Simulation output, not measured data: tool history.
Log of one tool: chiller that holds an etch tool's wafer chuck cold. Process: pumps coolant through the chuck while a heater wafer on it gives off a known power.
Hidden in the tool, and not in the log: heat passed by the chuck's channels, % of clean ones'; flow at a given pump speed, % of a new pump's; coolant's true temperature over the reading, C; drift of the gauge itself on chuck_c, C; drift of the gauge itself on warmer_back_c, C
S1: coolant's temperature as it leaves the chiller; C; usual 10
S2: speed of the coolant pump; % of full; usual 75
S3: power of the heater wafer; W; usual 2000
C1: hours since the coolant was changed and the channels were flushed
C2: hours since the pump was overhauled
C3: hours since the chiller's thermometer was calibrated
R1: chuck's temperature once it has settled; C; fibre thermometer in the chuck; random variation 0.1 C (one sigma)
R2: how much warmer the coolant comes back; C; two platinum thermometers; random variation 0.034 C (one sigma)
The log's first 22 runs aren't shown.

Run 23, day 58.200: usual settings but S2 81 % of full, S3 1092 W; C1 1278; C2 115; C3 1464. Result: R1 19.8 C, R2 2.51 C.
Run 24, day 59.942: usual settings but S1 14 C, S3 1817 W; C1 1320; C2 157; C3 1506. Result: R1 31.7 C, R2 4.59 C.
Run 25, day 61.925: usual settings but S2 94 % of full, S3 1790 W; C1 1367; C2 204; C3 1554. Result: R1 24.5 C, R2 3.54 C.
Run 26, day 64.208: usual settings but S1 4 C, S3 2073 W; C1 1422; C2 259; C3 1608. Result: R1 24.1 C, R2 5.24 C.
Run 27, day 65.875: usual settings but S1 5 C, S2 93 % of full, S3 2355 W; C1 1462; C2 299; C3 1648. Result: R1 24.6 C, R2 4.70 C.
Run 28, day 68.142: usual settings but S1 5 C, S2 93 % of full, S3 2355 W; C1 1516; C2 354; C3 1703. Result: R1 24.3 C, R2 4.66 C.
Run 29, day 71.679: usual settings but S1 18 C, S2 88 % of full, S3 1096 W; C1 1601; C2 438; C3 1788. Result: R1 27.5 C, R2 2.36 C.
Run 30, day 75.288: usual settings but S1 18 C, S2 70 % of full, S3 1096 W; C1 1688; C2 525; C3 1874. Result: R1 29.3 C, R2 3.01 C.
Run 31, day 77.712: usual settings but S1 11 C, S2 62 % of full, S3 1682 W; C1 1746; C2 583; C3 1933. Result: R1 30.2 C, R2 5.26 C.

Forecast each of these 5 alternatives for the next run:
Run A, day 81.375: usual settings but S1 17 C, S3 2889 W; C1 1834; C2 671; C3 2020. Result: R1 ?, R2 ?.
Run B, day 81.375: usual settings but S1 2 C, S3 2907 W; C1 1834; C2 671; C3 2020. Result: R1 ?, R2 ?.
Run C, day 81.375: usual settings but S1 18 C, S2 62 % of full, S3 1248 W; C1 1834; C2 671; C3 2020. Result: R1 ?, R2 ?.
Run D, day 81.375: usual settings but S3 2033 W; C1 1834; C2 671; C3 2020. Result: R1 ?, R2 ?.
Run E, day 81.375: usual settings but S2 64 % of full, S3 2248 W; C1 1834; C2 671; C3 2020. Result: R1 ?, R2 ?.

run    R1    R2
  A  45.6  7.35
  B  30.6  7.46
  C  32.2  3.91
  D  30.2  5.20
  E  35.2  6.88
Without the tool's hidden state the same runs would have given:
run    R1    R2
  A  44.3  7.27
  B  29.3  7.39
  C  31.7  3.87
  D  29.3  5.15
  E  34.0  6.81
